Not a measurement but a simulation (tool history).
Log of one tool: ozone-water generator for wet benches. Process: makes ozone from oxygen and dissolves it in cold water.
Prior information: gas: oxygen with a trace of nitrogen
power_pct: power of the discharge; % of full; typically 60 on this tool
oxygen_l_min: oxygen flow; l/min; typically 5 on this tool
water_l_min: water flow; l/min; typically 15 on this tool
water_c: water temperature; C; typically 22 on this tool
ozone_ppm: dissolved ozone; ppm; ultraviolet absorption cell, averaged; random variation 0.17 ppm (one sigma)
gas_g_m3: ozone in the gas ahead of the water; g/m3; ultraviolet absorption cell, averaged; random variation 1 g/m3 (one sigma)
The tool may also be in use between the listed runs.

Run 1, day 0: usual settings. Result: ozone_ppm 22.5 ppm, gas_g_m3 180.1 g/m3.
Run 2, day 0.962: usual settings but power_pct 88 % of full. Result: ozone_ppm 31.4 ppm, gas_g_m3 250.4 g/m3.
Run 3, day 1.954: usual settings but power_pct 88 % of full. Result: ozone_ppm 31.4 ppm, gas_g_m3 248.3 g/m3.
Run 4, day 3.233: usual settings but power_pct 88 % of full. Result: ozone_ppm 31.5 ppm, gas_g_m3 248.9 g/m3.
Run 5, day 4.658: usual settings but power_pct 88 % of full. Result: ozone_ppm 32 ppm, gas_g_m3 249.4 g/m3.
Run 6, day 6.083: usual settings but power_pct 88 % of full. Result: ozone_ppm 31.1 ppm, gas_g_m3 247.9 g/m3.
Run 7, day 7.658: usual settings but oxygen_l_min 8 l/min. Result: ozone_ppm 23.7 ppm, gas_g_m3 153.9 g/m3.
Run 8, day 9.179: usual settings but oxygen_l_min 8 l/min. Result: ozone_ppm 23.6 ppm, gas_g_m3 152.3 g/m3.
Run 9, day 10.6: usual settings. Result: ozone_ppm 22.3 ppm, gas_g_m3 177.1 g/m3.
Run 10, day 12.071: usual settings but power_pct 93 % of full. Result: ozone_ppm 32.3 ppm, gas_g_m3 256.1 g/m3.
Run 11, day 13.358: usual settings. Result: ozone_ppm 22.5 ppm, gas_g_m3 177.1 g/m3.
Run 12, day 14.608: usual settings. Result: ozone_ppm 22.7 ppm, gas_g_m3 175.8 g/m3.
Run 13, day 15.85: usual settings. Result: ozone_ppm 22.3 ppm, gas_g_m3 177.6 g/m3.
Run 14, day 17.05: usual settings. Result: ozone_ppm 22.4 ppm, gas_g_m3 175.1 g/m3.
Run 15, day 18.583: usual settings. Result: ozone_ppm 22.4 ppm, gas_g_m3 178.7 g/m3.
Run 16, day 20.283: usual settings. Result: ozone_ppm 22.6 ppm, gas_g_m3 175.6 g/m3.
Run 17, day 21.579: usual settings but power_pct 93 % of full, oxygen_l_min 6.76 l/min. Result: ozone_ppm 33.8 ppm, gas_g_m3 233.4 g/m3.
Run 18, day 22.633: usual settings but power_pct 54 % of full. Result: ozone_ppm 20.7 ppm, gas_g_m3 162 g/m3.
Run 19, day 23.679: usual settings but power_pct 92 % of full. Result: ozone_ppm 32.4 ppm, gas_g_m3 253.7 g/m3.
Run 20, day 24.758: usual settings but power_pct 76 % of full, oxygen_l_min 4.13 l/min. Result: ozone_ppm 26.6 ppm, gas_g_m3 227.1 g/m3.
Run 21, day 26.433: usual settings but oxygen_l_min 5.84 l/min, water_l_min 12 l/min. Result: ozone_ppm 25.8 ppm, gas_g_m3 165.5 g/m3.
Run 22, day 28.067: usual settings but oxygen_l_min 5.84 l/min, water_l_min 12 l/min. Result: ozone_ppm 26.4 ppm, gas_g_m3 165.7 g/m3.
Run 23, day 29.179: usual settings but oxygen_l_min 5.84 l/min, water_l_min 12 l/min. Result: ozone_ppm 26.2 ppm, gas_g_m3 165.7 g/m3.
Run 24, day 30.533: usual settings but water_c 15 C. Result: ozone_ppm 25.2 ppm, gas_g_m3 173.9 g/m3.
Run 25, day 31.754: usual settings but power_pct 66 % of full, oxygen_l_min 7.73 l/min, water_l_min 17 l/min, water_c 15 C. Result: ozone_ppm 27.1 ppm, gas_g_m3 169.9 g/m3.
Run 26, day 33.033: usual settings but oxygen_l_min 6.55 l/min, water_l_min 13 l/min. Result: ozone_ppm 25.2 ppm, gas_g_m3 165.6 g/m3.
Run 27, day 34.292: usual settings but oxygen_l_min 6.55 l/min, water_l_min 13 l/min. Result: ozone_ppm 24.8 ppm, gas_g_m3 164.6 g/m3.
Run 28, day 35.625: usual settings but oxygen_l_min 6.55 l/min, water_l_min 13 l/min. Result: ozone_ppm 24.8 ppm, gas_g_m3 163.7 g/m3.
Run 29, day 37.325: usual settings but oxygen_l_min 6.55 l/min, water_l_min 13 l/min. Result: ozone_ppm 25.1 ppm, gas_g_m3 163.2 g/m3.
Run 30, day 38.404: usual settings but oxygen_l_min 6.55 l/min, water_l_min 13 l/min. Result: ozone_ppm 25.4 ppm, gas_g_m3 163.9 g/m3.
Run 31, day 39.754: usual settings but oxygen_l_min 6.55 l/min, water_l_min 13 l/min. Result: ozone_ppm 25.2 ppm, gas_g_m3 163.7 g/m3.
Run 32, day 41.192: usual settings but power_pct 77 % of full, oxygen_l_min 2.57 l/min, water_c 18 C. Result: ozone_ppm 24.9 ppm, gas_g_m3 271.8 g/m3.

Between the runs listed above, the log contained 1 entry, not reproduced here. Where in the sequence does each belong, and how does what the log doesn't record of the tool's condition differ from the listed run before to the listed run after?
From run 24 to run 25: gauge calibrated (day 30.967)
  drift of the gauge itself on gas_g_m3, %: -2.92 -> -0.08
  the result without the hidden state subtracted from the measured one, gas_g_m3: -5.2 -> -0.2 g/m3
